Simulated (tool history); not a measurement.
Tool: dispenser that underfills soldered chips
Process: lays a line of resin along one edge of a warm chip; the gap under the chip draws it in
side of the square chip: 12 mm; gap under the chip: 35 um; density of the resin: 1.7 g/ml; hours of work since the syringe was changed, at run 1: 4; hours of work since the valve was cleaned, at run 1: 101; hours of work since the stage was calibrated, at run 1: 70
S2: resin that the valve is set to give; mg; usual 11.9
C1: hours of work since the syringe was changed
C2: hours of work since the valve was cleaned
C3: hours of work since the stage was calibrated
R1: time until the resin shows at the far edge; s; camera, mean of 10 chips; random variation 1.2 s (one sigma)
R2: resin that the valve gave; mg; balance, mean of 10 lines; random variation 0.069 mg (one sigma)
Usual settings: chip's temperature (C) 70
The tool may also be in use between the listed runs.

{"run": 1, "hour": 0.0, "chip's temperature (C)": 70, "S2": 11.9, "C1": 4, "C2": 101, "C3": 70, "R1": 171.8, "R2": 11}
{"run": 2, "hour": 2.6, "chip's temperature (C)": 70, "S2": 11.9, "C1": 6, "C2": 102, "C3": 72, "R1": 199.5, "R2": 10.9}
{"hour": 5.7, "done": "new syringe of resin"}
{"run": 3, "hour": 6.2, "chip's temperature (C)": 70, "S2": 11.9, "C1": 0, "C2": 105, "C3": 74, "R1": 123.9, "R2": 10.8}
{"run": 4, "hour": 10.0, "chip's temperature (C)": 70, "S2": 14, "C1": 3, "C2": 107, "C3": 77, "R1": 147.7, "R2": 12.81}
{"run": 5, "hour": 13.6, "chip's temperature (C)": 70, "S2": 14, "C1": 5, "C2": 110, "C3": 79, "R1": 179.6, "R2": 12.81}
{"hour": 17.6, "done": "new syringe of resin"}
{"run": 6, "hour": 19.0, "chip's temperature (C)": 70, "S2": 14, "C1": 1, "C2": 113, "C3": 83, "R1": 124, "R2": 12.72}
{"run": 7, "hour": 21.2, "chip's temperature (C)": 70, "S2": 15.4, "C1": 2, "C2": 115, "C3": 84, "R1": 139.9, "R2": 13.97}
{"run": 8, "hour": 25.6, "chip's temperature (C)": 69, "S2": 11.9, "C1": 5, "C2": 118, "C3": 87, "R1": 196.3, "R2": 10.78}
{"hour": 29.5, "done": "new syringe of resin"}
{"run": 9, "hour": 29.6, "chip's temperature (C)": 73, "S2": 11.9, "C1": 0, "C2": 120, "C3": 90, "R1": 112.7, "R2": 10.71}
{"run": 10, "hour": 33.8, "chip's temperature (C)": 73, "S2": 11.9, "C1": 3, "C2": 123, "C3": 93, "R1": 143.8, "R2": 10.79}
{"run": 11, "hour": 36.0, "chip's temperature (C)": 70, "S2": 11.9, "C1": 4, "C2": 124, "C3": 94, "R1": 177.7, "R2": 10.8}
{"run": 12, "hour": 39.1, "chip's temperature (C)": 70, "S2": 11.9, "C1": 6, "C2": 126, "C3": 96, "R1": 213.4, "R2": 10.7}
{"hour": 41.2, "done": "new syringe of resin"}
{"run": 13, "hour": 42.3, "chip's temperature (C)": 70, "S2": 11.9, "C1": 1, "C2": 128, "C3": 98, "R1": 126.2, "R2": 10.65}
{"run": 14, "hour": 46.1, "chip's temperature (C)": 70, "S2": 13.5, "C1": 3, "C2": 131, "C3": 101, "R1": 154.7, "R2": 12.02}
{"run": 15, "hour": 51.4, "chip's temperature (C)": 70, "S2": 11.9, "C1": 7, "C2": 135, "C3": 104, "R1": 214.7, "R2": 10.7}
{"hour": 53.2, "done": "new syringe of resin"}
{"run": 16, "hour": 54.8, "chip's temperature (C)": 70, "S2": 11.9, "C1": 1, "C2": 137, "C3": 106, "R1": 131.9, "R2": 10.66}
{"run": 17, "hour": 58.5, "chip's temperature (C)": 70, "S2": 11.9, "C1": 4, "C2": 139, "C3": 109, "R1": 164.2, "R2": 10.5}
{"hour": 62.3, "done": "dispensing valve cleaned and set on the balance"}
{"run": 18, "hour": 63.9, "chip's temperature (C)": 70, "S2": 11.9, "C1": 7, "C2": 1, "C3": 112, "R1": 202.7, "R2": 11.76}
{"hour": 66.1, "done": "new syringe of resin"}
{"run": 19, "hour": 69.0, "chip's temperature (C)": 62, "S2": 10.6, "C1": 2, "C2": 4, "C3": 115, "R1": 185.7, "R2": 10.52}
{"run": 20, "hour": 73.8, "chip's temperature (C)": 80, "S2": 11.5, "C1": 5, "C2": 8, "C3": 118, "R1": 133, "R2": 11.37}
{"hour": 78.0, "done": "new syringe of resin"}
{"run": 21, "hour": 78.6, "chip's temperature (C)": 80, "S2": 12.3, "C1": 0, "C2": 11, "C3": 121, "R1": 89.7, "R2": 12.32}
{"run": 22, "hour": 81.1, "chip's temperature (C)": 73, "S2": 11, "C1": 2, "C2": 12, "C3": 123, "R1": 131.3, "R2": 10.81}

Forecast run 23:
{"run": 23, "hour": 85.4, "chip's temperature (C)": 79, "S2": 11.9, "C1": 5, "C2": 15, "C3": 126, "R1": "?", "R2": "?"}

R1: 138.5 s
R2: 11.66 mg
Without the tool's hidden state the same run would have given R1 91.4 s, R2 11.83 mg.
